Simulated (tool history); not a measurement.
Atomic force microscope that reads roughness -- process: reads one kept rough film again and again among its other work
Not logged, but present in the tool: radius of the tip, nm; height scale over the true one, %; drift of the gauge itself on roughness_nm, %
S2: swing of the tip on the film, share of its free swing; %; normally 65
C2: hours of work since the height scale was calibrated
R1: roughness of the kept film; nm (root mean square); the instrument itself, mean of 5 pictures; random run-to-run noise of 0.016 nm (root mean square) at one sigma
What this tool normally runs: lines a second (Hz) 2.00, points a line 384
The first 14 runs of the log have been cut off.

At hour 667.0: new tip fitted.
Run 15, hour 677.5: usual settings; pictures with this tip 18; C2 2079. Result: R1 3.859 nm (root mean square).
Run 16, hour 732.8: usual settings; pictures with this tip 113; C2 2114. Result: R1 3.543 nm (root mean square).
At hour 788.4: height scale calibrated on a step standard.
Run 17, hour 798.7: usual settings; pictures with this tip 224; C2 7. Result: R1 3.192 nm (root mean square).
At hour 802.3: new tip fitted.
Run 18, hour 837.0: usual settings but points a line 728; pictures with this tip 60; C2 31. Result: R1 3.639 nm (root mean square).
Run 19, hour 902.8: usual settings but points a line 728; pictures with this tip 172; C2 73. Result: R1 3.304 nm (root mean square).
At hour 939.4: new tip fitted.
Run 20, hour 944.7: usual settings but lines a second (Hz) 1.06, S2 84 %, points a line 577; pictures with this tip 9; C2 99. Result: R1 3.693 nm (root mean square).
Run 21, hour 984.7: usual settings but lines a second (Hz) 1.78, S2 72 %, points a line 753; pictures with this tip 78; C2 125. Result: R1 3.481 nm (root mean square).
Run 22, hour 1024.3: usual settings but lines a second (Hz) 1.78, S2 72 %, points a line 753; pictures with this tip 146; C2 150. Result: R1 3.307 nm (root mean square).
At hour 1072.3: new tip fitted.
Run 23, hour 1083.5: usual settings but lines a second (Hz) 0.57, points a line 398; pictures with this tip 20; C2 187. Result: R1 3.929 nm (root mean square).
Run 24, hour 1114.8: usual settings but lines a second (Hz) 0.57, S2 58 %, points a line 498; pictures with this tip 73; C2 207. Result: R1 3.784 nm (root mean square).
Run 25, hour 1146.2: usual settings but lines a second (Hz) 0.57, S2 58 %, points a line 498; pictures with this tip 127; C2 227. Result: R1 3.641 nm (root mean square).
Run 26, hour 1197.8: usual settings but lines a second (Hz) 0.57, S2 58 %, points a line 498; pictures with this tip 216; C2 260. Result: R1 3.389 nm (root mean square).
At hour 1209.0: new tip fitted.
Run 27, hour 1257.3: usual settings but lines a second (Hz) 0.66, S2 77 %, points a line 295; pictures with this tip 83; C2 298. Result: R1 3.625 nm (root mean square).
Run 28, hour 1313.4: usual settings but lines a second (Hz) 2.01, S2 78 %; pictures with this tip 179; C2 334. Result: R1 3.076 nm (root mean square).
At hour 1347.2: new tip fitted.
Run 29, hour 1365.6: usual settings but lines a second (Hz) 0.54, S2 86 %; pictures with this tip 32; C2 367. Result: R1 3.766 nm (root mean square).
Run 30, hour 1418.6: usual settings but points a line 527; pictures with this tip 122; C2 400. Result: R1 3.482 nm (root mean square).
At hour 1479.9: new tip fitted.
Run 31, hour 1486.9: usual settings but lines a second (Hz) 0.94, S2 74 %, points a line 614; pictures with this tip 12; C2 444. Result: R1 3.850 nm (root mean square).
Run 32, hour 1527.8: usual settings but lines a second (Hz) 3.21, S2 82 %, points a line 994; pictures with this tip 82; C2 470. Result: R1 2.951 nm (root mean square).
Run 33, hour 1594.9: usual settings but lines a second (Hz) 1.38, S2 61 %, points a line 372; pictures with this tip 197; C2 513. Result: R1 3.368 nm (root mean square).
At hour 1613.4: new tip fitted.
Run 34, hour 1636.5: usual settings but lines a second (Hz) 1.38, S2 80 %, points a line 788; pictures with this tip 39; C2 539. Result: R1 3.598 nm (root mean square).

Each row is a separate what-if for the run after 34, all from the same tool condition, not one after another. Results?
Run A, hour 1702.4: usual settings but lines a second (Hz) 0.73, S2 80 %, points a line 788; pictures with this tip 152; C2 581. Result: R1 ?.
Run B, hour 1702.4: usual settings but lines a second (Hz) 0.84, S2 80 %, points a line 788; pictures with this tip 152; C2 581. Result: R1 ?.
Run C, hour 1702.4: usual settings but lines a second (Hz) 2.61, S2 77 %, points a line 620; pictures with this tip 152; C2 581. Result: R1 ?.
Run D, hour 1702.4: usual settings but lines a second (Hz) 3.98, S2 80 %, points a line 302; pictures with this tip 152; C2 581. Result: R1 ?.

run     R1
  A  3.445
  B  3.405
  C  3.065
  D  2.718
Stripped of hidden state, with their random variation kept, the same runs would have yielded:
run     R1
  A  3.934
  B  3.888
  C  3.500
  D  3.104
